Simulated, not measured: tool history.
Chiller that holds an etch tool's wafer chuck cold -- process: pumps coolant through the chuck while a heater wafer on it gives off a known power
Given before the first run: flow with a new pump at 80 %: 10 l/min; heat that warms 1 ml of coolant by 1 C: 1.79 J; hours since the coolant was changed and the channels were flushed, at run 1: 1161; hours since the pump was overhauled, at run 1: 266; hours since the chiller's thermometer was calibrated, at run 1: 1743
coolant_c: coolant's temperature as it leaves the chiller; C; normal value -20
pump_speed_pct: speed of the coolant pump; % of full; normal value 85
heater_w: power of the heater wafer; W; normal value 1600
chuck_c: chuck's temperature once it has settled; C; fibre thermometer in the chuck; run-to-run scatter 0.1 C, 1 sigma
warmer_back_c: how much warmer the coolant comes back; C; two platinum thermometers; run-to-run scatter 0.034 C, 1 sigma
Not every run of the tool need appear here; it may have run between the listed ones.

| run | day | coolant_c | pump_speed_pct | heater_w | hours since the coolant was changed and the channels were flushed | hours since the pump was overhauled | hours since the chiller's thermometer was calibrated | chuck_c | warmer_back_c |
|---|---|---|---|---|---|---|---|---|---|
| 1 | 0 | -20 | 85 | 1600 | 1161 | 266 | 1743 | -3.2 | 5.06 |
| 2 | 2.917 | -20 | 85 | 1600 | 1231 | 336 | 1813 | -2.9 | 5.1 |
| 3 | 6.962 | -20 | 85 | 1600 | 1328 | 433 | 1910 | -2.9 | 5.06 |
| 4 | 9.567 | -20 | 85 | 1600 | 1391 | 495 | 1973 | -2.7 | 5.12 |
| 5 | 12.35 | -20 | 85 | 1600 | 1458 | 562 | 2040 | -3 | 5.11 |
| 6 | 15.396 | -20 | 85 | 2320 | 1531 | 635 | 2113 | 4.8 | 7.48 |
| 7 | 20.762 | -20 | 85 | 2320 | 1660 | 764 | 2242 | 5 | 7.54 |
| 8 | 23.646 | -20 | 62 | 1600 | 1729 | 833 | 2311 | 0.7 | 7.2 |
| 9 | 26.354 | -20 | 85 | 1600 | 1794 | 898 | 2376 | -2.5 | 5.24 |
| 10 | 28.725 | -20 | 85 | 1600 | 1851 | 955 | 2433 | -2.5 | 5.22 |
| 11 | 32.55 | -20 | 70 | 1600 | 1943 | 1047 | 2525 | -0.4 | 6.44 |
|  | 33.129 | chiller's thermometer calibrated |
| 12 | 37.696 | -20 | 85 | 2047 | 2065 | 1170 | 110 | 2.6 | 6.81 |
| 13 | 40.329 | -20 | 85 | 2047 | 2128 | 1233 | 173 | 2.6 | 6.81 |
| 14 | 45.717 | -30 | 85 | 1600 | 2258 | 1362 | 302 | -12 | 5.34 |
| 15 | 49.704 | -30 | 85 | 1600 | 2353 | 1458 | 398 | -12.1 | 5.39 |
| 16 | 53.417 | -30 | 85 | 1600 | 2442 | 1547 | 487 | -11.8 | 5.39 |
|  | 54.421 | chiller's thermometer calibrated, once more |
| 17 | 56.508 | -16 | 67 | 1600 | 2516 | 1620 | 50 | 4.3 | 6.86 |
| 18 | 59.458 | -21 | 77 | 2252 | 2586 | 1691 | 121 | 5.7 | 8.44 |
| 19 | 64.146 | -13 | 92 | 893 | 2699 | 1803 | 233 | -3.3 | 2.81 |
| 20 | 66.517 | -27 | 92 | 893 | 2756 | 1860 | 290 | -17.3 | 2.78 |
| 21 | 70.354 | -27 | 92 | 893 | 2848 | 1952 | 382 | -17.3 | 2.85 |
| 22 | 75.929 | -12 | 75 | 878 | 2982 | 2086 | 516 | -1.1 | 3.47 |
| 23 | 78.988 | -11 | 63 | 878 | 3055 | 2160 | 590 | 1.1 | 4.12 |
| 24 | 83.504 | -11 | 63 | 878 | 3163 | 2268 | 698 | 1 | 4.19 |
|  | 84.025 | coolant changed, channels flushed |
| 25 | 86.842 | -10 | 78 | 1600 | 68 | 2342 | 772 | 7.6 | 6.09 |
| 26 | 92.275 | -24 | 71 | 2345 | 198 | 2472 | 903 | 3.4 | 9.84 |

Forecast each of these 3 alternatives for the next run:
| A | 98.146 | -23 | 71 | 2345 | 339 | 2613 | 1043 | ? | ? |
| B | 98.146 | -20 | 70 | 1490 | 339 | 2613 | 1043 | ? | ? |
| C | 98.146 | -20 | 94 | 1009 | 339 | 2613 | 1043 | ? | ? |

| run | chuck_c | warmer_back_c |
|---|---|---|
| A | 4.6 | 9.9 |
| B | -2.3 | 6.43 |
| C | -9.7 | 3.22 |
With the hidden condition removed and each run's random variation left untouched, the same runs would have given:
| run | chuck_c | warmer_back_c |
|---|---|---|
| A | 2.6 | 8.87 |
| B | -3.7 | 5.76 |
| C | -10.5 | 2.88 |
